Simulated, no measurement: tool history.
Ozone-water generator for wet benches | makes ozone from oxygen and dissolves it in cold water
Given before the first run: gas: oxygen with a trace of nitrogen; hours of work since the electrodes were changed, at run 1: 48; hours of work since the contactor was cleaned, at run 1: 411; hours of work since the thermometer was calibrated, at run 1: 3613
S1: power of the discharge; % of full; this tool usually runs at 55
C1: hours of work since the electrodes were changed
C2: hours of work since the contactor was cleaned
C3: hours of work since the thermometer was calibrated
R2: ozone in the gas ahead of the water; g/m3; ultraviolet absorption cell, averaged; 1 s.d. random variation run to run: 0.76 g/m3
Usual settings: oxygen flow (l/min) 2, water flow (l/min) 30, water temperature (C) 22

Run 1, hour 0: usual settings; C1 48; C2 411; C3 3613. Result: dissolved ozone (ppm) 4.05, R2 114 g/m3.
Run 2, hour 81.6: usual settings but S1 62 % of full; C1 112; C2 475; C3 3677. Result: dissolved ozone (ppm) 4.43, R2 127.9 g/m3.
Run 3, hour 162.6: usual settings but S1 62 % of full; C1 175; C2 539; C3 3740. Result: dissolved ozone (ppm) 4.39, R2 127.6 g/m3.
Run 4, hour 205.9: usual settings but S1 62 % of full; C1 209; C2 573; C3 3774. Result: dissolved ozone (ppm) 4.41, R2 127.7 g/m3.
Run 5, hour 267.8: usual settings but S1 62 % of full; C1 258; C2 621; C3 3823. Result: dissolved ozone (ppm) 4.42, R2 127.5 g/m3.
Run 6, hour 332.6: usual settings but S1 62 % of full; C1 309; C2 672; C3 3874. Result: dissolved ozone (ppm) 4.42, R2 126.2 g/m3.
Run 7, hour 374.9: usual settings but S1 62 % of full; C1 342; C2 705; C3 3907. Result: dissolved ozone (ppm) 4.48, R2 126.6 g/m3.
Run 8, hour 453: usual settings but S1 62 % of full; C1 403; C2 767; C3 3968. Result: dissolved ozone (ppm) 4.33, R2 126.7 g/m3.
Run 9, hour 534.2: usual settings but S1 62 % of full; C1 467; C2 830; C3 4032. Result: dissolved ozone (ppm) 4.31, R2 125.9 g/m3.
Run 10, hour 612.4: usual settings but oxygen flow (l/min) 2.45; C1 528; C2 892; C3 4093. Result: dissolved ozone (ppm) 4.12, R2 100.8 g/m3.
Run 11, hour 663.9: usual settings but S1 65 % of full, oxygen flow (l/min) 2.45; C1 568; C2 932; C3 4134. Result: dissolved ozone (ppm) 4.85, R2 118.2 g/m3.
Run 12, hour 726.1: usual settings but oxygen flow (l/min) 3.05, water flow (l/min) 28; C1 617; C2 981; C3 4182. Result: dissolved ozone (ppm) 4.53, R2 88.9 g/m3.
Run 13, hour 776.7: usual settings but water temperature (C) 14; C1 657; C2 1021; C3 4222. Result: dissolved ozone (ppm) 3.98, R2 114 g/m3.
Run 14, hour 853.5: usual settings but water temperature (C) 14; C1 717; C2 1081; C3 4282. Result: dissolved ozone (ppm) 4.08, R2 113.2 g/m3.
Run 15, hour 889.1: usual settings but water temperature (C) 14; C1 745; C2 1109; C3 4310. Result: dissolved ozone (ppm) 4.13, R2 112.2 g/m3.
Run 16, hour 932.7: usual settings but water flow (l/min) 47, water temperature (C) 14; C1 779; C2 1143; C3 4344. Result: dissolved ozone (ppm) 2.58, R2 112.9 g/m3.
Run 17, hour 976.8: usual settings but water flow (l/min) 28; C1 814; C2 1177; C3 4379. Result: dissolved ozone (ppm) 4.16, R2 112.9 g/m3.
Run 18, hour 1047.4: usual settings but water flow (l/min) 28; C1 869; C2 1233; C3 4434. Result: dissolved ozone (ppm) 4.16, R2 112.4 g/m3.
Run 19, hour 1118.2: usual settings but S1 91 % of full, water flow (l/min) 19, water temperature (C) 18; C1 925; C2 1288; C3 4490. Result: dissolved ozone (ppm) 10.26, R2 179.5 g/m3.
Run 20, hour 1159: usual settings but S1 91 % of full, water flow (l/min) 19, water temperature (C) 18; C1 957; C2 1320; C3 4522. Result: dissolved ozone (ppm) 10.18, R2 178.7 g/m3.
Run 21, hour 1213: usual settings but S1 82 % of full, oxygen flow (l/min) 1.95, water flow (l/min) 48; C1 999; C2 1363; C3 4564. Result: dissolved ozone (ppm) 3.37, R2 165.8 g/m3.

4 ways to go on from here, each from the tool as it stands after run 21. What would each give?
Run A, hour 1282.1: usual settings but S1 45 % of full, water flow (l/min) 23, water temperature (C) 19; C1 1053; C2 1417; C3 4619. Result: dissolved ozone (ppm) ?, R2 ?.
Run B, hour 1282.1: usual settings but S1 82 % of full, oxygen flow (l/min) 2.99, water flow (l/min) 21; C1 1053; C2 1417; C3 4619. Result: dissolved ozone (ppm) ?, R2 ?.
Run C, hour 1282.1: usual settings but oxygen flow (l/min) 3.24; C1 1053; C2 1417; C3 4619. Result: dissolved ozone (ppm) ?, R2 ?.
Run D, hour 1282.1: usual settings but S1 91 % of full, water temperature (C) 18; C1 1053; C2 1417; C3 4619. Result: dissolved ozone (ppm) ?, R2 ?.

run  dissolved ozone (ppm)     R2
  A                   4.36   94.6
  B                   8.58    129
  C                   4.14   84.2
  D                   6.36  178.2
Take away the tool's hidden state, keep each run's random variation, and the runs would have read:
run  dissolved ozone (ppm)     R2
  A                   4.45   95.4
  B                   8.83  131.2
  C                   4.24   85.2
  D                   6.55  181.5
